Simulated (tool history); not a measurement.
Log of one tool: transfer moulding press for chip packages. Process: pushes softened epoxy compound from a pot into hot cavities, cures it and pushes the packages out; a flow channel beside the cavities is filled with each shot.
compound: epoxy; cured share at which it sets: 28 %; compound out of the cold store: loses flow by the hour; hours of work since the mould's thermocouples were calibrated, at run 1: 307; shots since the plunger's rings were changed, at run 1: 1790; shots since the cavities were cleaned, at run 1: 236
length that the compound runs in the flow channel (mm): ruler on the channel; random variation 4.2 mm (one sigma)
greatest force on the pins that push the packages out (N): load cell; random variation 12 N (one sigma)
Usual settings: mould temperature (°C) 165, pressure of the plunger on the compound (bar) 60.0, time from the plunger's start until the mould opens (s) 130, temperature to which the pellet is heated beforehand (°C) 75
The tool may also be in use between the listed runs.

| run | hour | mould temperature (°C) | pressure of the plunger on the compound (bar) | time from the plunger's start until the mould opens (s) | temperature to which the pellet is heated beforehand (°C) | hours of work since the mould's thermocouples were calibrated | shots since the plunger's rings were changed | shots since the cavities were cleaned | incoming compound's hours out of the cold store | length that the compound runs in the flow channel (mm) | greatest force on the pins that push the packages out (N) |
|---|---|---|---|---|---|---|---|---|---|---|---|
| 1 | 0.0 | 165 | 60.0 | 130 | 75 | 307 | 1790 | 236 | 44.3 | 691 | 694 |
| 2 | 20.2 | 163 | 60.0 | 130 | 75 | 320 | 1979 | 425 | 46.4 | 687 | 873 |
| 3 | 40.7 | 165 | 60.0 | 130 | 79 | 333 | 2170 | 616 | 17.2 | 776 | 887 |
| 4 | 60.8 | 165 | 60.0 | 130 | 79 | 346 | 2357 | 803 | 9.7 | 794 | 952 |
|  | 72.2 | cavities cleaned with cleaning compound and waxed |
| 5 | 81.4 | 165 | 60.0 | 130 | 75 | 358 | 2535 | 86 | 47.5 | 683 | 630 |
| 6 | 102.1 | 165 | 66.6 | 130 | 75 | 371 | 2728 | 279 | 21.9 | 792 | 724 |
|  | 114.3 | plunger's sealing rings changed |
| 7 | 116.4 | 165 | 60.0 | 130 | 75 | 379 | 20 | 390 | 20.6 | 786 | 780 |
| 8 | 128.7 | 165 | 60.0 | 130 | 75 | 386 | 134 | 504 | 12.1 | 812 | 864 |
| 9 | 148.2 | 165 | 60.0 | 130 | 75 | 399 | 316 | 686 | 44.8 | 709 | 868 |
| 10 | 158.0 | 165 | 60.0 | 130 | 75 | 405 | 407 | 777 | 30.7 | 751 | 881 |
|  | 173.5 | cavities cleaned with cleaning compound and waxed |
| 11 | 181.8 | 165 | 60.0 | 130 | 75 | 419 | 615 | 77 | 30.6 | 744 | 597 |
|  | 190.3 | mould's thermocouples calibrated |
| 12 | 205.7 | 165 | 60.0 | 165 | 75 | 10 | 820 | 282 | 36.7 | 722 | 546 |
| 13 | 225.9 | 165 | 60.0 | 165 | 75 | 23 | 1008 | 470 | 41.8 | 704 | 585 |
| 14 | 244.9 | 165 | 60.0 | 147 | 75 | 35 | 1186 | 648 | 47.7 | 691 | 691 |
| 15 | 256.5 | 167 | 60.0 | 130 | 77 | 42 | 1293 | 755 | 34.8 | 722 | 786 |
| 16 | 269.2 | 169 | 58.6 | 146 | 77 | 50 | 1412 | 874 | 26.2 | 731 | 664 |
|  | 273.6 | cavities cleaned with cleaning compound and waxed |
| 17 | 286.2 | 167 | 58.7 | 117 | 70 | 60 | 1557 | 118 | 25.5 | 737 | 658 |
| 18 | 296.9 | 161 | 57.4 | 131 | 66 | 67 | 1656 | 217 | 22.5 | 757 | 868 |
| 19 | 319.2 | 161 | 57.4 | 142 | 85 | 81 | 1864 | 425 | 43.2 | 693 | 800 |
| 20 | 337.8 | 165 | 60.0 | 136 | 69 | 93 | 2038 | 599 | 18.2 | 767 | 763 |
| 21 | 360.5 | 165 | 60.0 | 136 | 69 | 107 | 2249 | 810 | 10.2 | 790 | 863 |
|  | 372.4 | cavities cleaned with cleaning compound and waxed |
| 22 | 384.1 | 165 | 60.0 | 136 | 69 | 121 | 2455 | 109 | 13.7 | 783 | 587 |
| 23 | 402.0 | 163 | 54.2 | 113 | 81 | 132 | 2623 | 277 | 25.4 | 706 | 1024 |
| 24 | 416.2 | 168 | 55.2 | 126 | 82 | 142 | 2755 | 409 | 18.8 | 718 | 687 |
|  | 427.0 | plunger's sealing rings changed |
| 25 | 442.4 | 168 | 54.1 | 126 | 82 | 157 | 143 | 630 | 46.0 | 667 | 705 |
| 26 | 466.1 | 165 | 60.0 | 154 | 75 | 172 | 365 | 852 | 36.0 | 732 | 703 |
|  | 472.4 | cavities cleaned with cleaning compound and waxed |
| 27 | 487.5 | 161 | 60.0 | 130 | 65 | 184 | 550 | 141 | 15.1 | 814 | 916 |
| 28 | 505.4 | 165 | 72.8 | 116 | 75 | 196 | 716 | 307 | 16.5 | 884 | 912 |

Hidden state at the last listed run before each entry between runs and at the first one after, where it differs:
Between runs 4 and 5: cavities cleaned with cleaning compound and waxed (hour 72.2)
  true mould temperature over the reading, C: -0.49 -> -0.5; pressure that reaches the compound, % of what is set: 92.38 -> 91.83; grip of the stained cavities, % over clean ones': 62.6 -> 11.2
  measured less the result without the state, length that the compound runs in the flow channel (mm): -30 -> -28; greatest force on the pins that push the packages out (N): +388 -> +79
Between runs 6 and 7: plunger's sealing rings changed (hour 114.3)
  pressure that reaches the compound, % of what is set: 91.22 -> 99.57; grip of the stained cavities, % over clean ones': 29 -> 38.1
  measured less the result without the state, length that the compound runs in the flow channel (mm): -35 -> +0; greatest force on the pins that push the packages out (N): +181 -> +234
Between runs 10 and 11: cavities cleaned with cleaning compound and waxed (hour 173.5)
  true mould temperature over the reading, C: -0.54 -> -0.55; pressure that reaches the compound, % of what is set: 98.26 -> 97.6; grip of the stained cavities, % over clean ones': 61.4 -> 10.7
  measured less the result without the state, length that the compound runs in the flow channel (mm): -5 -> -8; greatest force on the pins that push the packages out (N): +353 -> +75
Between runs 11 and 12: mould's thermocouples calibrated (hour 190.3)
  true mould temperature over the reading, C: -0.55 -> 0.13; pressure that reaches the compound, % of what is set: 97.6 -> 97.01; grip of the stained cavities, % over clean ones': 10.7 -> 29.9
  measured less the result without the state, length that the compound runs in the flow channel (mm): -8 -> -12; greatest force on the pins that push the packages out (N): +75 -> +125
Between runs 16 and 17: cavities cleaned with cleaning compound and waxed (hour 273.6)
  true mould temperature over the reading, C: 0.1 -> 0.09; pressure that reaches the compound, % of what is set: 95.02 -> 94.54; grip of the stained cavities, % over clean ones': 65.3 -> 12.5
  measured less the result without the state, length that the compound runs in the flow channel (mm): -19 -> -21; greatest force on the pins that push the packages out (N): +261 -> +70
Between runs 21 and 22: cavities cleaned with cleaning compound and waxed (hour 372.4)
  true mould temperature over the reading, C: 0.05 -> 0.04; pressure that reaches the compound, % of what is set: 92.28 -> 91.64; grip of the stained cavities, % over clean ones': 61.1 -> 10.7
  measured less the result without the state, length that the compound runs in the flow channel (mm): -33 -> -35; greatest force on the pins that push the packages out (N): +326 -> +56
Between runs 24 and 25: plunger's sealing rings changed (hour 427.0)
  true mould temperature over the reading, C: 0.02 -> 0.01; pressure that reaches the compound, % of what is set: 90.64 -> 99.4; grip of the stained cavities, % over clean ones': 37.3 -> 51.9
  measured less the result without the state, length that the compound runs in the flow channel (mm): -36 -> -2; greatest force on the pins that push the packages out (N): +186 -> +240
Between runs 26 and 27: cavities cleaned with cleaning compound and waxed (hour 472.4)
  true mould temperature over the reading, C: 0 -> -0.01; pressure that reaches the compound, % of what is set: 98.65 -> 98.06; grip of the stained cavities, % over clean ones': 63 -> 15.5
  measured less the result without the state, length that the compound runs in the flow channel (mm): -5 -> -8; greatest force on the pins that push the packages out (N): +274 -> +124

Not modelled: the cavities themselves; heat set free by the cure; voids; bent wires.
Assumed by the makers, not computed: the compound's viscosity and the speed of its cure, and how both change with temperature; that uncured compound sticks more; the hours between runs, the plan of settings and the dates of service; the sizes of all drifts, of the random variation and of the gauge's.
